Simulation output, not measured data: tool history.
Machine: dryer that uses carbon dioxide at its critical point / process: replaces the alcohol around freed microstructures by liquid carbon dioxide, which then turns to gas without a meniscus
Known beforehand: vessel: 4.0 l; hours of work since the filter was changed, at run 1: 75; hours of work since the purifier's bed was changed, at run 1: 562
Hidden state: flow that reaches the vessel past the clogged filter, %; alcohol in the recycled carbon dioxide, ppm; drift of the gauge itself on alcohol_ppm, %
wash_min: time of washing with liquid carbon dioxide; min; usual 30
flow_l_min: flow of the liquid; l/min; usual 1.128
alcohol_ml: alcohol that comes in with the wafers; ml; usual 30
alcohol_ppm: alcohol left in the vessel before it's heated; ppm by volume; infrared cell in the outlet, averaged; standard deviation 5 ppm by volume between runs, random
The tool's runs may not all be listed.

| run | hour | wash_min | flow_l_min | alcohol_ml | hours of work since the filter was changed | hours of work since the purifier's bed was changed | alcohol_ppm |
|---|---|---|---|---|---|---|---|
| 1 | 0.0 | 30 | 1.128 | 30 | 75 | 562 | 181 |
| 2 | 43.8 | 30 | 1.128 | 30 | 109 | 596 | 193 |
| 3 | 74.0 | 30 | 1.128 | 30 | 133 | 620 | 199 |
| 4 | 106.3 | 30 | 0.750 | 30 | 158 | 645 | 302 |
| 5 | 156.3 | 30 | 0.750 | 30 | 198 | 684 | 329 |
|  | 200.4 | purifier's bed changed |
| 6 | 214.5 | 30 | 1.128 | 30 | 241 | 11 | 13 |
| 7 | 276.8 | 30 | 1.128 | 30 | 289 | 60 | 36 |
| 8 | 319.6 | 30 | 1.128 | 46 | 323 | 93 | 59 |
| 9 | 377.2 | 30 | 1.128 | 46 | 368 | 138 | 75 |
| 10 | 422.0 | 30 | 1.128 | 46 | 403 | 173 | 80 |
| 11 | 490.1 | 30 | 1.128 | 30 | 456 | 227 | 98 |
| 12 | 545.5 | 34 | 0.770 | 101 | 500 | 270 | 367 |
| 13 | 589.3 | 31 | 1.860 | 83 | 534 | 304 | 93 |
| 14 | 636.3 | 24 | 1.860 | 69 | 571 | 341 | 112 |
|  | 649.1 | inlet filter changed |
| 15 | 674.0 | 30 | 1.790 | 79 | 19 | 370 | 122 |
| 16 | 739.4 | 18 | 1.790 | 31 | 71 | 421 | 141 |
| 17 | 780.9 | 48 | 1.780 | 21 | 103 | 453 | 136 |
| 18 | 837.1 | 35 | 1.280 | 30 | 147 | 497 | 156 |
| 19 | 870.1 | 20 | 1.280 | 38 | 173 | 523 | 250 |
| 20 | 913.1 | 20 | 1.790 | 38 | 206 | 557 | 189 |
| 21 | 945.7 | 30 | 0.800 | 30 | 232 | 582 | 277 |
| 22 | 1005.7 | 27 | 0.770 | 60 | 279 | 629 | 552 |

Same runs, no hidden state in the tool, same run-to-run variation:
| run | alcohol_ppm |
|---|---|
| 1 | 14 |
| 2 | 19 |
| 3 | 17 |
| 4 | 96 |
| 5 | 111 |
| 6 | 5 |
| 7 | 14 |
| 8 | 23 |
| 9 | 23 |
| 10 | 18 |
| 11 | 18 |
| 12 | 176 |
| 13 | 0 |
| 14 | 3 |
| 15 | 7 |
| 16 | 12 |
| 17 | 0 |
| 18 | 1 |
| 19 | 72 |
| 20 | 13 |
| 21 | 74 |
| 22 | 285 |

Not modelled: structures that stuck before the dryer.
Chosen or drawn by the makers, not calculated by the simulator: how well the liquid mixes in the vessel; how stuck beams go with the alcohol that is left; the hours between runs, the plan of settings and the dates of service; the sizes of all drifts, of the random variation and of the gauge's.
